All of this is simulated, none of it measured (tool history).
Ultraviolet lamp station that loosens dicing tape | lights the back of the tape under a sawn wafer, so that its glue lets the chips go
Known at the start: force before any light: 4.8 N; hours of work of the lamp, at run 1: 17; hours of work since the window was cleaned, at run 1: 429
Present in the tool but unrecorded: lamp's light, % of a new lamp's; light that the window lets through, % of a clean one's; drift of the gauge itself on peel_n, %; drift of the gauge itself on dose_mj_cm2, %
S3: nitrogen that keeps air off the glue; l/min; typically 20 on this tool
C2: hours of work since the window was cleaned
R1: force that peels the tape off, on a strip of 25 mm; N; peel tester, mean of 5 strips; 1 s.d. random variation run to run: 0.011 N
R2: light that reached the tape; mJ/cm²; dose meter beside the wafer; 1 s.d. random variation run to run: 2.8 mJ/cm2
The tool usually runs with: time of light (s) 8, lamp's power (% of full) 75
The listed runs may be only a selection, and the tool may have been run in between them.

run 1 hour=0 | time_of_light_(s)=8 lamp's_power_(%_of_full)=75 S3=20 | hours_of_work_of_the_lamp=17 C2=429 | R1=0.626 R2=338
run 2 hour=13.3 | time_of_light_(s)=8 lamp's_power_(%_of_full)=75 S3=20 | hours_of_work_of_the_lamp=24 C2=435 | R1=0.655 R2=336
run 3 hour=20.4 | time_of_light_(s)=8 lamp's_power_(%_of_full)=75 S3=20 | hours_of_work_of_the_lamp=28 C2=439 | R1=0.641 R2=340
run 4 hour=29.5 | time_of_light_(s)=15 lamp's_power_(%_of_full)=75 S3=20 | hours_of_work_of_the_lamp=32 C2=444 | R1=0.216 R2=627
run 5 hour=41.2 | time_of_light_(s)=8 lamp's_power_(%_of_full)=75 S3=20 | hours_of_work_of_the_lamp=38 C2=450 | R1=0.638 R2=336
run 6 hour=55.7 | time_of_light_(s)=8 lamp's_power_(%_of_full)=75 S3=20 | hours_of_work_of_the_lamp=46 C2=457 | R1=0.66 R2=337
run 7 hour=62.3 | time_of_light_(s)=8 lamp's_power_(%_of_full)=75 S3=20 | hours_of_work_of_the_lamp=49 C2=460 | R1=0.641 R2=333
run 8 hour=74.8 | time_of_light_(s)=8 lamp's_power_(%_of_full)=75 S3=20 | hours_of_work_of_the_lamp=55 C2=467 | R1=0.639 R2=331
run 9 hour=82.7 | time_of_light_(s)=8 lamp's_power_(%_of_full)=75 S3=20 | hours_of_work_of_the_lamp=59 C2=471 | R1=0.677 R2=332
-- hour=84.1 window cleaned of glue's vapour
run 10 hour=94.4 | time_of_light_(s)=8 lamp's_power_(%_of_full)=75 S3=20 | hours_of_work_of_the_lamp=65 C2=5 | R1=0.696 R2=321
run 11 hour=100.9 | time_of_light_(s)=11 lamp's_power_(%_of_full)=88 S3=33 | hours_of_work_of_the_lamp=69 C2=9 | R1=0.244 R2=513
run 12 hour=114.6 | time_of_light_(s)=4 lamp's_power_(%_of_full)=63 S3=40 | hours_of_work_of_the_lamp=76 C2=16 | R1=1.768 R2=134
-- hour=122 window cleaned of glue's vapour, once more
run 13 hour=124.4 | time_of_light_(s)=4 lamp's_power_(%_of_full)=63 S3=40 | hours_of_work_of_the_lamp=80 C2=1 | R1=1.531 R2=163
run 14 hour=136.8 | time_of_light_(s)=8 lamp's_power_(%_of_full)=94 S3=9 | hours_of_work_of_the_lamp=87 C2=8 | R1=0.531 R2=470
run 15 hour=149.5 | time_of_light_(s)=8 lamp's_power_(%_of_full)=95 S3=34 | hours_of_work_of_the_lamp=93 C2=14 | R1=0.277 R2=473

Run 16 is up next; what results do you expect?
run 16 hour=160.9 | time_of_light_(s)=8 lamp's_power_(%_of_full)=95 S3=34 | hours_of_work_of_the_lamp=99 C2=20 | R1=? R2=?

Run 16 produced R1 0.264 N, R2 473 mJ/cm².
Without the tool's hidden state the same run would have given R1 0.25 N, R2 489 mJ/cm².
